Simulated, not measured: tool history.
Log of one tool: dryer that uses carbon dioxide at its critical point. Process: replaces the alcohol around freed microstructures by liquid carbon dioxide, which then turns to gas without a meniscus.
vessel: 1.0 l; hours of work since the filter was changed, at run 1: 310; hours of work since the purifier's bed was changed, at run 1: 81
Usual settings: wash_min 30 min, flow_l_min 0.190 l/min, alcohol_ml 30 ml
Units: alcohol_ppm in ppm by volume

run,hour,wash_min,flow_l_min,alcohol_ml,hours of work since the filter was changed,hours of work since the purifier's bed was changed,alcohol_ppm
1,0.0,30,0.190,30,310,81,176
2,10.1,30,0.190,30,317,88,188
3,16.5,30,0.190,30,322,93,194
4,27.3,30,0.190,30,330,101,195
5,37.0,30,0.208,30,337,108,119
6,44.4,30,0.190,44,342,114,288
7,51.6,30,0.190,58,348,119,374
8,61.4,30,0.190,58,355,126,387
9,68.9,30,0.233,30,361,132,66
10,76.8,30,0.175,30,366,138,297
11,81.5,30,0.175,30,370,141,320
# hour 84.9: inlet filter changed
12,88.9,30,0.175,30,3,146,195
13,93.2,30,0.183,30,6,149,148
14,99.4,30,0.183,30,11,153,159
15,109.8,30,0.183,30,18,161,160
16,117.4,30,0.183,30,24,167,162
17,124.4,30,0.183,30,29,172,159
18,131.4,30,0.183,82,34,177,408
19,137.6,30,0.183,28,39,182,153
20,144.0,30,0.183,28,44,186,147
21,154.8,30,0.183,28,52,194,150
22,164.9,30,0.183,28,59,202,153
23,172.9,28,0.183,28,65,208,219
24,180.1,28,0.183,32,70,213,247
25,188.8,47,0.158,62,77,220,75
26,194.9,46,0.173,30,81,224,33
27,205.1,46,0.173,30,89,232,26

Run 28 comes next. What will it give?
28,213.3,46,0.251,30,95,238,?

{"run 28": {"alcohol_ppm": 15}}
Without the tool's hidden state the same run would have given alcohol_ppm 4 ppm by volume.
